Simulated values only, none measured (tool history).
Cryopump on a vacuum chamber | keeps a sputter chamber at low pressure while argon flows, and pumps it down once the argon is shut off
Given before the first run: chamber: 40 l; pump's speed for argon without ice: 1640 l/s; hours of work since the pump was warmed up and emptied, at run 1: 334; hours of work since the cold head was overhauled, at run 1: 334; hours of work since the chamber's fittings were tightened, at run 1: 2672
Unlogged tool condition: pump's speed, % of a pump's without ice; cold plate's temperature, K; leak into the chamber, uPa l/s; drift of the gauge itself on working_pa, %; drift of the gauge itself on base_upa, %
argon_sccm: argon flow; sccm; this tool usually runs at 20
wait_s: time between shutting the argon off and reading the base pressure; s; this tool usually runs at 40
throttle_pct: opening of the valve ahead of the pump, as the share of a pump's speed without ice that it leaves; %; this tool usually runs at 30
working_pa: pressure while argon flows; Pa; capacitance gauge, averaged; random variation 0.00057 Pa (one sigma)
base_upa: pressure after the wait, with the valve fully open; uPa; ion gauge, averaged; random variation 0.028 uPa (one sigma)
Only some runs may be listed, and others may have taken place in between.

run,hour,argon_sccm,wait_s,throttle_pct,hours of work since the pump was warmed up and emptied,hours of work since the cold head was overhauled,hours of work since the chamber's fittings were tightened,working_pa,base_upa
1,0,20,40,30,334,334,2672,0.0728,2.02
2,16.3,20,40,30,341,341,2679,0.0727,2.03
3,31.2,34,40,30,347,347,2686,0.1252,2.03
4,46,20,40,29,353,353,2692,0.0767,2.01
5,60.3,20,45,30,360,360,2698,0.0729,1.91
6,77.2,20,40,30,367,367,2705,0.0739,2.06
7,89.6,20,40,30,372,372,2711,0.0741,2.07
8,111.4,20,40,30,381,381,2720,0.0744,2.16
9,133,20,40,30,390,390,2729,0.0746,2.09
10,145.3,20,211,30,396,396,2734,0.0734,1.17
11,160.7,20,211,30,402,402,2741,0.0737,1.15
12,170.5,20,211,30,406,406,2745,0.0735,1.14
13,180.3,20,211,30,411,411,2749,0.074,1.2
14,196.7,20,211,30,418,418,2756,0.0748,1.2
15,216.5,20,36,33,426,426,2765,0.0681,2.3
16,238.9,23,36,33,436,436,2774,0.0784,2.29
17,254,23,36,33,442,442,2781,0.0775,2.27
18,270.4,23,36,33,449,449,2788,0.0798,2.32
19,283.8,19,62,29,455,455,2793,0.0738,1.73
20,300.6,12,272,45,462,462,2801,0.0312,1.15
21,316.4,26,40,30,469,469,2807,0.0972,2.18
22,330.7,20,45,18,475,475,2813,0.1221,2.09
23,351.3,21,118,30,483,483,2822,0.0785,1.36
24,373.2,20,40,49,493,493,2831,0.0482,2.19

For some of the steps in working_pa from one run to the next: how much would appear even if the tool had no hidden state, given the settings, what came in and random variation, and how much remains for the hidden state plus any gauge scatter that the measured result and the result without hidden state don't share?
Run 2 -> 3: argon_sccm 20 -> 34. working_pa +0.0525 Pa: hidden state +0.0033, all else +0.0492.
Run 20 -> 21: argon_sccm 12 -> 26, wait_s 272 -> 40, throttle_pct 45 -> 30. working_pa +0.066 Pa: hidden state +0.0046, all else +0.0614.
